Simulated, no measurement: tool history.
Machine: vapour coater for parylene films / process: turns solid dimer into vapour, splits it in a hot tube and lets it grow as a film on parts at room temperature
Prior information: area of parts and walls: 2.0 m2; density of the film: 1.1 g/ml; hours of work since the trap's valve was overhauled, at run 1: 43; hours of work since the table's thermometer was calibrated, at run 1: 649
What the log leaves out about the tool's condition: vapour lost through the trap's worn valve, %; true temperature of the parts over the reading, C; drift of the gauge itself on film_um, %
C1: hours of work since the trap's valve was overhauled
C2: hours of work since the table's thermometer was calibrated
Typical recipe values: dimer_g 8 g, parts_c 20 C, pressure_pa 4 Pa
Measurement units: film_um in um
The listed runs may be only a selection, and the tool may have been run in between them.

run 1 hour=0 | dimer_g=8 parts_c=20 pressure_pa=4 | C1=43 C2=649 | film_um=2.77
run 2 hour=46.8 | dimer_g=8 parts_c=20 pressure_pa=4 | C1=79 C2=685 | film_um=2.76
run 3 hour=69.3 | dimer_g=8 parts_c=20 pressure_pa=4 | C1=97 C2=703 | film_um=2.76
run 4 hour=97.5 | dimer_g=8 parts_c=20 pressure_pa=4 | C1=119 C2=724 | film_um=2.73
run 5 hour=145.4 | dimer_g=8 parts_c=24 pressure_pa=4 | C1=156 C2=762 | film_um=2.42
run 6 hour=166.2 | dimer_g=8 parts_c=24 pressure_pa=4 | C1=172 C2=778 | film_um=2.43
-- hour=200.3 table's thermometer calibrated
run 7 hour=216.8 | dimer_g=8 parts_c=24 pressure_pa=4 | C1=210 C2=13 | film_um=2.49
run 8 hour=246.1 | dimer_g=8 parts_c=20 pressure_pa=5.49 | C1=233 C2=35 | film_um=2.69
run 9 hour=280.3 | dimer_g=5 parts_c=20 pressure_pa=4 | C1=259 C2=62 | film_um=1.74
run 10 hour=317.5 | dimer_g=5 parts_c=20 pressure_pa=4 | C1=288 C2=91 | film_um=1.69
run 11 hour=349.4 | dimer_g=5 parts_c=20 pressure_pa=4 | C1=313 C2=115 | film_um=1.71
run 12 hour=394.7 | dimer_g=5 parts_c=20 pressure_pa=4 | C1=348 C2=151 | film_um=1.76
run 13 hour=419.9 | dimer_g=5 parts_c=20 pressure_pa=4 | C1=368 C2=170 | film_um=1.73
run 14 hour=470.7 | dimer_g=5 parts_c=20 pressure_pa=4 | C1=407 C2=210 | film_um=1.69
run 15 hour=495 | dimer_g=6 parts_c=13 pressure_pa=5.99 | C1=426 C2=228 | film_um=2.4
run 16 hour=541.3 | dimer_g=6 parts_c=13 pressure_pa=5.99 | C1=462 C2=264 | film_um=2.36
run 17 hour=577.9 | dimer_g=8 parts_c=20 pressure_pa=2.02 | C1=490 C2=293 | film_um=2.95
run 18 hour=598.9 | dimer_g=12 parts_c=21 pressure_pa=2.48 | C1=506 C2=309 | film_um=4.08
run 19 hour=621.5 | dimer_g=8 parts_c=16 pressure_pa=8.39 | C1=524 C2=326 | film_um=2.74
run 20 hour=643 | dimer_g=12 parts_c=22 pressure_pa=2.51 | C1=540 C2=343 | film_um=3.92
run 21 hour=674.8 | dimer_g=12 parts_c=22 pressure_pa=2.51 | C1=565 C2=368 | film_um=3.97
run 22 hour=716.5 | dimer_g=10 parts_c=20 pressure_pa=4 | C1=597 C2=400 | film_um=3.35
run 23 hour=744.7 | dimer_g=10 parts_c=20 pressure_pa=4 | C1=619 C2=422 | film_um=3.28
run 24 hour=765.7 | dimer_g=6 parts_c=15 pressure_pa=2.27 | C1=635 C2=438 | film_um=2.42
run 25 hour=788.2 | dimer_g=6 parts_c=15 pressure_pa=2.27 | C1=653 C2=455 | film_um=2.38
run 26 hour=829.8 | dimer_g=6 parts_c=15 pressure_pa=2.27 | C1=685 C2=488 | film_um=2.38

Alternative continuations, all from the tool just after run 26; predict every row:
-- hour=843.1 trap's valve overhauled
run A hour=858.7 | dimer_g=5 parts_c=21 pressure_pa=2.27 | C1=12 C2=507 | film_um=?
-- hour=843.1 trap's valve overhauled
run B hour=858.7 | dimer_g=8 parts_c=30 pressure_pa=4 | C1=12 C2=507 | film_um=?
-- hour=843.1 trap's valve overhauled
run C hour=858.7 | dimer_g=14 parts_c=21 pressure_pa=4 | C1=12 C2=507 | film_um=?

run=A film_um=1.8
run=B film_um=2.14
run=C film_um=4.73
With no hidden state in the tool, these same runs would have given:
run=A film_um=1.86
run=B film_um=2.21
run=C film_um=4.89
